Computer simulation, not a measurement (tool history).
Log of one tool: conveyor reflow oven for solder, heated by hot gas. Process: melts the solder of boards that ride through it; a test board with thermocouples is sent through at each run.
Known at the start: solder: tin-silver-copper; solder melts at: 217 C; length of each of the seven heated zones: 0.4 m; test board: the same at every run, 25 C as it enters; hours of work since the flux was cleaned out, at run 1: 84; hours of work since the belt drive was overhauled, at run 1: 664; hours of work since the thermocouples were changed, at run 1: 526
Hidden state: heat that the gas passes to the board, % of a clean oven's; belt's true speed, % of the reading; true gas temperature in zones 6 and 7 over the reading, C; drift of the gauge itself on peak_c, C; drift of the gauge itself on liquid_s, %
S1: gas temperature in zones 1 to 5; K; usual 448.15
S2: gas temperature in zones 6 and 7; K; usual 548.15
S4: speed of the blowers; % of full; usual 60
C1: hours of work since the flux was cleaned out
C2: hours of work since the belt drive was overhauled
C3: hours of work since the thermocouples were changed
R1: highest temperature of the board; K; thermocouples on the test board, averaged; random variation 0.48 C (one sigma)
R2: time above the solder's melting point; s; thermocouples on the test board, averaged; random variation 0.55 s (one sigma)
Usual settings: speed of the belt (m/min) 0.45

run 1 hour=0 | S1=448.15 S2=548.15 speed_of_the_belt_(m/min)=0.45 S4=60 | C1=84 C2=664 C3=526 | R1=532.95 R2=88
run 2 hour=47.4 | S1=448.15 S2=549.15 speed_of_the_belt_(m/min)=0.45 S4=60 | C1=105 C2=685 C3=547 | R1=534.55 R2=89.1
run 3 hour=70.9 | S1=448.15 S2=560.15 speed_of_the_belt_(m/min)=0.45 S4=60 | C1=115 C2=696 C3=557 | R1=543.95 R2=96.3
run 4 hour=96.7 | S1=448.15 S2=560.15 speed_of_the_belt_(m/min)=0.387 S4=60 | C1=127 C2=707 C3=569 | R1=548.35 R2=114.9
run 5 hour=148.1 | S1=448.15 S2=548.15 speed_of_the_belt_(m/min)=0.446 S4=60 | C1=150 C2=730 C3=591 | R1=532.75 R2=89.1
-- hour=176.4 belt drive overhauled, speed set with a stopwatch
run 6 hour=201.1 | S1=448.15 S2=548.15 speed_of_the_belt_(m/min)=0.446 S4=60 | C1=171 C2=11 C3=613 | R1=531.35 R2=88.1
run 7 hour=244.9 | S1=448.15 S2=548.15 speed_of_the_belt_(m/min)=0.446 S4=60 | C1=191 C2=30 C3=633 | R1=531.35 R2=88
run 8 hour=274.2 | S1=448.15 S2=548.15 speed_of_the_belt_(m/min)=0.366 S4=60 | C1=204 C2=43 C3=646 | R1=536.25 R2=113.7
run 9 hour=299.2 | S1=448.15 S2=548.15 speed_of_the_belt_(m/min)=0.366 S4=60 | C1=215 C2=54 C3=657 | R1=536.85 R2=112.4
run 10 hour=321.8 | S1=448.15 S2=548.15 speed_of_the_belt_(m/min)=0.366 S4=60 | C1=225 C2=64 C3=667 | R1=537.75 R2=113.1
run 11 hour=347.3 | S1=448.15 S2=548.15 speed_of_the_belt_(m/min)=0.366 S4=64 | C1=236 C2=76 C3=678 | R1=537.75 R2=114.4
run 12 hour=375.9 | S1=448.15 S2=548.15 speed_of_the_belt_(m/min)=0.366 S4=64 | C1=249 C2=88 C3=691 | R1=537.35 R2=114.7
run 13 hour=401.1 | S1=448.15 S2=548.15 speed_of_the_belt_(m/min)=0.366 S4=64 | C1=260 C2=100 C3=702 | R1=538.25 R2=114.3
run 14 hour=449.9 | S1=448.15 S2=548.15 speed_of_the_belt_(m/min)=0.366 S4=64 | C1=281 C2=121 C3=723 | R1=537.65 R2=114.1
run 15 hour=488.9 | S1=448.15 S2=548.15 speed_of_the_belt_(m/min)=0.366 S4=64 | C1=299 C2=139 C3=741 | R1=536.75 R2=114.4
run 16 hour=526 | S1=456.15 S2=551.15 speed_of_the_belt_(m/min)=0.431 S4=71 | C1=315 C2=155 C3=757 | R1=537.65 R2=99.7
run 17 hour=555.2 | S1=456.15 S2=551.15 speed_of_the_belt_(m/min)=0.431 S4=71 | C1=328 C2=168 C3=770 | R1=537.55 R2=99.2
run 18 hour=597.5 | S1=448.15 S2=562.15 speed_of_the_belt_(m/min)=0.45 S4=61 | C1=347 C2=187 C3=789 | R1=543.75 R2=94.5
run 19 hour=628.7 | S1=459.15 S2=548.15 speed_of_the_belt_(m/min)=0.369 S4=60 | C1=361 C2=200 C3=803 | R1=538.45 R2=118.5
run 20 hour=662.4 | S1=459.15 S2=560.15 speed_of_the_belt_(m/min)=0.456 S4=67 | C1=376 C2=215 C3=818 | R1=543.65 R2=97.7
run 21 hour=698.5 | S1=459.15 S2=560.15 speed_of_the_belt_(m/min)=0.456 S4=67 | C1=392 C2=231 C3=834 | R1=543.35 R2=98.8
run 22 hour=722 | S1=448.15 S2=545.15 speed_of_the_belt_(m/min)=0.45 S4=53 | C1=402 C2=242 C3=844 | R1=525.25 R2=80.2
run 23 hour=768.2 | S1=441.15 S2=545.15 speed_of_the_belt_(m/min)=0.45 S4=53 | C1=423 C2=262 C3=864 | R1=524.45 R2=75.1
-- hour=792.5 flux residue cleaned out of gas plates and filters
run 24 hour=825.6 | S1=443.15 S2=560.15 speed_of_the_belt_(m/min)=0.45 S4=89 | C1=15 C2=285 C3=888 | R1=549.85 R2=96.8
-- hour=839.8 thermocouples of zones 6 and 7 changed
run 25 hour=862.2 | S1=443.15 S2=560.15 speed_of_the_belt_(m/min)=0.45 S4=89 | C1=30 C2=301 C3=10 | R1=550.45 R2=98
run 26 hour=884.8 | S1=452.15 S2=548.15 speed_of_the_belt_(m/min)=0.45 S4=59 | C1=40 C2=311 C3=20 | R1=535.15 R2=92.1
run 27 hour=926.6 | S1=452.15 S2=548.15 speed_of_the_belt_(m/min)=0.45 S4=59 | C1=59 C2=329 C3=38 | R1=534.45 R2=90.7
run 28 hour=963.6 | S1=452.15 S2=548.15 speed_of_the_belt_(m/min)=0.45 S4=59 | C1=75 C2=346 C3=55 | R1=534.25 R2=91.9
run 29 hour=999.8 | S1=452.15 S2=548.15 speed_of_the_belt_(m/min)=0.45 S4=59 | C1=91 C2=362 C3=71 | R1=534.65 R2=92.3
run 30 hour=1039.9 | S1=452.15 S2=537.15 speed_of_the_belt_(m/min)=0.45 S4=61 | C1=109 C2=380 C3=89 | R1=524.85 R2=83.5

Forecast each of these 4 alternatives for the next run:
run A hour=1088.9 | S1=457.15 S2=548.15 speed_of_the_belt_(m/min)=0.51 S4=51 | C1=130 C2=401 C3=110 | R1=? R2=?
run B hour=1088.9 | S1=452.15 S2=561.15 speed_of_the_belt_(m/min)=0.45 S4=61 | C1=130 C2=401 C3=110 | R1=? R2=?
run C hour=1088.9 | S1=462.15 S2=547.15 speed_of_the_belt_(m/min)=0.45 S4=61 | C1=130 C2=401 C3=110 | R1=? R2=?
run D hour=1088.9 | S1=458.15 S2=537.15 speed_of_the_belt_(m/min)=0.475 S4=57 | C1=130 C2=401 C3=110 | R1=? R2=?

run=A R1=528.35 R2=76.7
run=B R1=546.65 R2=99.4
run=C R1=534.75 R2=98.5
run=D R1=523.85 R2=80.2
Without the tool's hidden state the same runs would have given:
run=A R1=529.05 R2=77.1
run=B R1=547.35 R2=99.3
run=C R1=535.25 R2=98.5
run=D R1=524.45 R2=80.7
